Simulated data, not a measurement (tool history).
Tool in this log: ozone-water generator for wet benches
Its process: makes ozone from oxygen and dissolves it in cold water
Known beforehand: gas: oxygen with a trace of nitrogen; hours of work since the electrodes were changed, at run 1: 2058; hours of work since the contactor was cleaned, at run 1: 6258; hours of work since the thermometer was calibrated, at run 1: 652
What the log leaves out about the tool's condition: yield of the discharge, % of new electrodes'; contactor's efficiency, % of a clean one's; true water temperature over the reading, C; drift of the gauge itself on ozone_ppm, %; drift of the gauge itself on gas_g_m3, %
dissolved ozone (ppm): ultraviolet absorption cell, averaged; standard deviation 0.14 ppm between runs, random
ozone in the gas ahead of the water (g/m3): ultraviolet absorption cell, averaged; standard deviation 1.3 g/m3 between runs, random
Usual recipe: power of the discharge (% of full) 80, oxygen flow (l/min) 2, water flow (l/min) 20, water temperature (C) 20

| run | hour | power of the discharge (% of full) | oxygen flow (l/min) | water flow (l/min) | water temperature (C) | hours of work since the electrodes were changed | hours of work since the contactor was cleaned | hours of work since the thermometer was calibrated | dissolved ozone (ppm) | ozone in the gas ahead of the water (g/m3) |
|---|---|---|---|---|---|---|---|---|---|---|
| 1 | 0 | 80 | 2 | 20 | 20 | 2058 | 6258 | 652 | 15.6 | 241.6 |
| 2 | 61.4 | 80 | 2 | 20 | 20 | 2097 | 6297 | 690 | 15.4 | 243.3 |
| 3 | 102 | 80 | 2 | 20 | 20 | 2122 | 6323 | 716 | 15.7 | 245.6 |
| 4 | 183.5 | 80 | 2 | 20 | 20 | 2173 | 6374 | 767 | 15.4 | 245.5 |
| 5 | 254.2 | 80 | 2 | 20 | 20 | 2218 | 6418 | 812 | 15.6 | 242.7 |
| 6 | 340.7 | 80 | 2 | 20 | 20 | 2273 | 6473 | 866 | 15.5 | 241.4 |
| 7 | 381 | 80 | 2 | 20 | 20 | 2298 | 6498 | 892 | 15.6 | 242.5 |
| 8 | 459.8 | 80 | 2 | 20 | 20 | 2348 | 6548 | 941 | 15.6 | 241.3 |
| 9 | 508.1 | 80 | 2 | 20 | 20 | 2378 | 6578 | 972 | 15.5 | 240.6 |
| 10 | 581.6 | 80 | 2 | 20 | 20 | 2424 | 6625 | 1018 | 15.5 | 242.5 |
| 11 | 660.2 | 80 | 2 | 20 | 20 | 2474 | 6674 | 1067 | 15.6 | 241.7 |
| 12 | 700.7 | 80 | 2 | 20 | 20 | 2499 | 6700 | 1093 | 15.4 | 241.9 |
| 13 | 745.9 | 80 | 2 | 20 | 20 | 2528 | 6728 | 1121 | 15.3 | 240.2 |
| 14 | 801.2 | 70 | 2 | 20 | 20 | 2563 | 6763 | 1156 | 13.9 | 214.4 |
| 15 | 876.2 | 70 | 2 | 20 | 20 | 2610 | 6810 | 1203 | 13.9 | 215.7 |
| 16 | 941.2 | 47 | 2 | 17 | 12 | 2651 | 6851 | 1244 | 12.5 | 157.4 |
| 17 | 1034 | 47 | 2 | 17 | 12 | 2709 | 6909 | 1303 | 12.5 | 155.1 |
| 18 | 1116.2 | 80 | 2 | 19 | 16 | 2761 | 6961 | 1355 | 16.8 | 239.3 |
| 19 | 1212 | 80 | 2.56 | 25 | 20 | 2821 | 7022 | 1415 | 14 | 215.3 |
| 20 | 1253.1 | 80 | 3.02 | 14 | 20 | 2847 | 7047 | 1441 | 22.7 | 201.9 |
| 21 | 1323.6 | 80 | 3.02 | 14 | 20 | 2892 | 7092 | 1485 | 22.9 | 198.8 |
| 22 | 1412.3 | 80 | 3.02 | 14 | 20 | 2947 | 7148 | 1541 | 23 | 199.7 |
| 23 | 1467 | 91 | 2.65 | 23 | 15 | 2982 | 7182 | 1576 | 17.4 | 235.5 |
| 24 | 1549.7 | 91 | 2.65 | 23 | 15 | 3034 | 7234 | 1628 | 17.2 | 233.1 |
| 25 | 1629.6 | 80 | 2 | 32 | 20 | 3084 | 7285 | 1678 | 9.9 | 236.6 |
| 26 | 1686.8 | 80 | 2 | 12 | 15 | 3120 | 7321 | 1714 | 25.2 | 237 |
| 27 | 1750.3 | 56 | 2 | 20 | 19 | 3160 | 7361 | 1754 | 11.7 | 180.2 |
| 28 | 1807.8 | 80 | 2 | 24 | 27 | 3196 | 7397 | 1790 | 12.3 | 235.8 |
|  | 1828.6 | gauge calibrated |
| 29 | 1882 | 59 | 1.2 | 20 | 18 | 3243 | 7444 | 1837 | 10.3 | 236 |

3 ways to go on from here, each from the tool as it stands after run 29. What would each give?
| A | 1960 | 80 | 2.74 | 23 | 13 | 3292 | 7493 | 1886 | ? | ? |
| B | 1960 | 89 | 2 | 22 | 20 | 3292 | 7493 | 1886 | ? | ? |
| C | 1960 | 80 | 2 | 30 | 20 | 3292 | 7493 | 1886 | ? | ? |

| run | dissolved ozone (ppm) | ozone in the gas ahead of the water (g/m3) |
|---|---|---|
| A | 16.3 | 211.9 |
| B | 15.6 | 263.9 |
| C | 10.7 | 243 |
Take away the tool's hidden state, keep each run's random variation, and the runs would have read:
| run | dissolved ozone (ppm) | ozone in the gas ahead of the water (g/m3) |
|---|---|---|
| A | 16.3 | 212.5 |
| B | 15.6 | 264.7 |
| C | 10.7 | 243.7 |

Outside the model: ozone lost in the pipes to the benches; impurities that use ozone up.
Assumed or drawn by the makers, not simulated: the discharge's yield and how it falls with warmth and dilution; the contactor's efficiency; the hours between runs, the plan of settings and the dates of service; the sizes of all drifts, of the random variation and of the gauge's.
